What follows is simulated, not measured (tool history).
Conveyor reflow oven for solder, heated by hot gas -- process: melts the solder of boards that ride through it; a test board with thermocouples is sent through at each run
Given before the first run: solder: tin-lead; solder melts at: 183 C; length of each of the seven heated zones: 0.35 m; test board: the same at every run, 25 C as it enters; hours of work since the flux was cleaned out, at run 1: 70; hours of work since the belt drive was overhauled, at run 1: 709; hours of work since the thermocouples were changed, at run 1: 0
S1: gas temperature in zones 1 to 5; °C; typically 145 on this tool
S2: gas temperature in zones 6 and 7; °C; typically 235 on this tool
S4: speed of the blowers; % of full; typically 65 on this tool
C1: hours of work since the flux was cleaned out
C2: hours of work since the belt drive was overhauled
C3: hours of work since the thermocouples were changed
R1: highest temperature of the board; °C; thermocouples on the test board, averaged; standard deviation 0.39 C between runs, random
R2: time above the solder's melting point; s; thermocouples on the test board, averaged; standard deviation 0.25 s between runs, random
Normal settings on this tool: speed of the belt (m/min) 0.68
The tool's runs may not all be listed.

{"run": 1, "hour": 0.0, "S1": 145, "S2": 235, "speed of the belt (m/min)": 0.68, "S4": 65, "C1": 70, "C2": 709, "C3": 0, "R1": 218.3, "R2": 48.9}
{"run": 2, "hour": 12.9, "S1": 145, "S2": 235, "speed of the belt (m/min)": 0.68, "S4": 65, "C1": 79, "C2": 718, "C3": 9, "R1": 218, "R2": 48.4}
{"run": 3, "hour": 39.0, "S1": 145, "S2": 235, "speed of the belt (m/min)": 0.68, "S4": 65, "C1": 97, "C2": 736, "C3": 26, "R1": 217.7, "R2": 48.5}
{"run": 4, "hour": 68.4, "S1": 145, "S2": 235, "speed of the belt (m/min)": 0.68, "S4": 65, "C1": 117, "C2": 756, "C3": 46, "R1": 216.9, "R2": 48.3}
{"run": 5, "hour": 95.7, "S1": 145, "S2": 235, "speed of the belt (m/min)": 0.68, "S4": 65, "C1": 135, "C2": 774, "C3": 65, "R1": 216.6, "R2": 48.1}
{"run": 6, "hour": 109.7, "S1": 145, "S2": 235, "speed of the belt (m/min)": 0.68, "S4": 65, "C1": 145, "C2": 784, "C3": 74, "R1": 216.5, "R2": 48.5}
{"run": 7, "hour": 136.9, "S1": 145, "S2": 235, "speed of the belt (m/min)": 0.68, "S4": 65, "C1": 163, "C2": 802, "C3": 93, "R1": 216.3, "R2": 48.1}
{"run": 8, "hour": 163.2, "S1": 145, "S2": 235, "speed of the belt (m/min)": 0.68, "S4": 65, "C1": 181, "C2": 820, "C3": 111, "R1": 216.2, "R2": 47.9}
{"run": 9, "hour": 176.4, "S1": 150, "S2": 235, "speed of the belt (m/min)": 0.68, "S4": 65, "C1": 190, "C2": 829, "C3": 120, "R1": 218.2, "R2": 50.2}
{"run": 10, "hour": 198.9, "S1": 150, "S2": 235, "speed of the belt (m/min)": 0.68, "S4": 65, "C1": 205, "C2": 844, "C3": 135, "R1": 217.5, "R2": 49.9}
{"run": 11, "hour": 222.5, "S1": 145, "S2": 235, "speed of the belt (m/min)": 0.68, "S4": 77, "C1": 221, "C2": 860, "C3": 151, "R1": 218.8, "R2": 49.3}
{"run": 12, "hour": 238.8, "S1": 145, "S2": 235, "speed of the belt (m/min)": 0.68, "S4": 77, "C1": 232, "C2": 871, "C3": 162, "R1": 217.3, "R2": 49.4}
{"run": 13, "hour": 260.0, "S1": 145, "S2": 235, "speed of the belt (m/min)": 0.68, "S4": 77, "C1": 247, "C2": 886, "C3": 176, "R1": 218.2, "R2": 49.3}
{"run": 14, "hour": 281.8, "S1": 145, "S2": 235, "speed of the belt (m/min)": 0.68, "S4": 77, "C1": 261, "C2": 900, "C3": 191, "R1": 217.7, "R2": 48.8}
{"run": 15, "hour": 307.9, "S1": 145, "S2": 235, "speed of the belt (m/min)": 0.664, "S4": 65, "C1": 279, "C2": 918, "C3": 209, "R1": 217.3, "R2": 49.5}
{"run": 16, "hour": 326.7, "S1": 145, "S2": 225, "speed of the belt (m/min)": 0.664, "S4": 65, "C1": 292, "C2": 931, "C3": 222, "R1": 208.4, "R2": 43}
{"run": 17, "hour": 352.3, "S1": 156, "S2": 242, "speed of the belt (m/min)": 0.68, "S4": 65, "C1": 309, "C2": 948, "C3": 239, "R1": 223.4, "R2": 56.4}
{"run": 18, "hour": 370.0, "S1": 159, "S2": 242, "speed of the belt (m/min)": 0.68, "S4": 68, "C1": 321, "C2": 960, "C3": 251, "R1": 224.7, "R2": 57.8}
{"run": 19, "hour": 385.2, "S1": 138, "S2": 235, "speed of the belt (m/min)": 0.68, "S4": 74, "C1": 332, "C2": 971, "C3": 261, "R1": 215.4, "R2": 45.5}
{"run": 20, "hour": 402.3, "S1": 137, "S2": 229, "speed of the belt (m/min)": 0.584, "S4": 65, "C1": 343, "C2": 982, "C3": 273, "R1": 212.9, "R2": 52.2}
{"hour": 424.9, "done": "flux residue cleaned out of gas plates and filters"}
{"run": 21, "hour": 433.2, "S1": 155, "S2": 242, "speed of the belt (m/min)": 0.68, "S4": 65, "C1": 6, "C2": 1000, "C3": 291, "R1": 224.9, "R2": 56.7}
{"run": 22, "hour": 449.8, "S1": 149, "S2": 242, "speed of the belt (m/min)": 0.68, "S4": 54, "C1": 17, "C2": 1011, "C3": 302, "R1": 221.6, "R2": 52.2}
{"run": 23, "hour": 477.1, "S1": 145, "S2": 235, "speed of the belt (m/min)": 0.68, "S4": 82, "C1": 35, "C2": 1030, "C3": 320, "R1": 219.4, "R2": 50.4}
{"run": 24, "hour": 502.8, "S1": 145, "S2": 235, "speed of the belt (m/min)": 0.68, "S4": 82, "C1": 53, "C2": 1047, "C3": 338, "R1": 219.7, "R2": 50.5}
{"run": 25, "hour": 533.1, "S1": 145, "S2": 235, "speed of the belt (m/min)": 0.68, "S4": 86, "C1": 73, "C2": 1068, "C3": 358, "R1": 220.3, "R2": 50.6}
{"run": 26, "hour": 561.3, "S1": 145, "S2": 226, "speed of the belt (m/min)": 0.552, "S4": 65, "C1": 93, "C2": 1087, "C3": 378, "R1": 214.3, "R2": 59.3}
{"run": 27, "hour": 581.2, "S1": 145, "S2": 235, "speed of the belt (m/min)": 0.68, "S4": 87, "C1": 106, "C2": 1100, "C3": 391, "R1": 220.5, "R2": 50.9}
{"run": 28, "hour": 599.5, "S1": 156, "S2": 235, "speed of the belt (m/min)": 0.573, "S4": 87, "C1": 118, "C2": 1113, "C3": 404, "R1": 225, "R2": 68.4}
{"run": 29, "hour": 625.6, "S1": 155, "S2": 225, "speed of the belt (m/min)": 0.585, "S4": 60, "C1": 136, "C2": 1130, "C3": 421, "R1": 211.9, "R2": 58.8}
{"run": 30, "hour": 639.9, "S1": 145, "S2": 235, "speed of the belt (m/min)": 0.68, "S4": 76, "C1": 146, "C2": 1140, "C3": 431, "R1": 217.9, "R2": 49.5}

What if the next run were any one of these 3? Each begins from the tool's condition after run 30:
{"run": "A", "hour": 662.1, "S1": 150, "S2": 235, "speed of the belt (m/min)": 0.68, "S4": 65, "C1": 161, "C2": 1155, "C3": 446, "R1": "?", "R2": "?"}
{"run": "B", "hour": 662.1, "S1": 134, "S2": 243, "speed of the belt (m/min)": 0.68, "S4": 76, "C1": 161, "C2": 1155, "C3": 446, "R1": "?", "R2": "?"}
{"run": "C", "hour": 662.1, "S1": 145, "S2": 235, "speed of the belt (m/min)": 0.817, "S4": 65, "C1": 161, "C2": 1155, "C3": 446, "R1": "?", "R2": "?"}

run=A R1=216.9 R2=50.3
run=B R1=222.6 R2=49
run=C R1=209.9 R2=35.4
Take away the tool's hidden state, keep each run's random variation, and the runs would have read:
run=A R1=218.6 R2=50.6
run=B R1=224.5 R2=49.3
run=C R1=211.6 R2=36.1
